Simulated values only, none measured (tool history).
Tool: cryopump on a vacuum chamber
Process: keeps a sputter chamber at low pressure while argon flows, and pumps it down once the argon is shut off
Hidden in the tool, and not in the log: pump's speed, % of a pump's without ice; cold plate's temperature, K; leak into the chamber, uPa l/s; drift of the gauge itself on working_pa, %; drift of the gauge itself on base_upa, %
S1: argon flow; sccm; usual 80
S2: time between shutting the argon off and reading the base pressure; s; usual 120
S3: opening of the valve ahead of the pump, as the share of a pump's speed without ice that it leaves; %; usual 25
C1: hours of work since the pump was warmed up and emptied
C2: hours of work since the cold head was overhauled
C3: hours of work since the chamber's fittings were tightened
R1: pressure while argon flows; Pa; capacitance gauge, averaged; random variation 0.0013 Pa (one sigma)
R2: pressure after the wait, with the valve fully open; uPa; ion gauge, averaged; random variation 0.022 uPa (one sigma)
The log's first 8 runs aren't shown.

run     day   S1   S2  S3   C1   C2    C3      R1    R2
  9   5.046   80  120  25  217  217  3527   0.298  2.72
 10   5.896   80  120  25  231  231  3541  0.3005  2.85
 11   6.333   80  120  25  238  238  3548  0.2982   2.8
 12   7.121   80  120  25  250  250  3560  0.2995  2.78
 13   7.733   80  120  25  260  260  3570  0.3021  2.86
 14   8.171   60  120  25  267  267  3577  0.2261  2.89
 15   8.546   79  120  25  273  273  3583   0.296   2.9
 16   9.104   79  120  25  282  282  3592  0.2934  3.02
 17   9.538   79  120  25  289  289  3599  0.2958  2.91
 18  10.371   79  120  25  302  302  3612  0.2972  2.89
 19  11.088  100   82  21  313  313  3624  0.4466  3.13
 20  11.696   66   82  26  323  323  3633  0.2396  3.23
 21  12.271   66   82  26  332  332  3642   0.238  3.28
 22  13.117  121  154  26  346  346  3656  0.4431  2.89
 23  13.488  121  154  26  352  352  3662  0.4374  2.87
 24  14.162  121  154  26  362  362  3673  0.4422  2.93
 25  15.021  121  154  26  376  376  3686   0.442  2.95
     15.171  -- leaking fittings of the chamber tightened, without venting
 26  15.525  121  154  26  383  383     6  0.4425  0.58
 27  15.938  121  154  26  389  389    12  0.4409  0.59
 28  16.517  121  154  26  399  399    21  0.4459  0.58
 29  17.188  121  122  26  409  409    32   0.444  0.67
 30  17.838   78  155  40  420  420    42  0.1904  0.57
 31  18.283   46  120  25  427  427    50  0.1748  0.73

Forecast run 32:
 32  19.154  103  26  25  441  441  63   ?   ?

Run 32 gave R1 0.3963 Pa, R2 2.48 uPa.
Without the tool's hidden state the same run would have given R1 0.3788 Pa, R2 2.4 uPa.
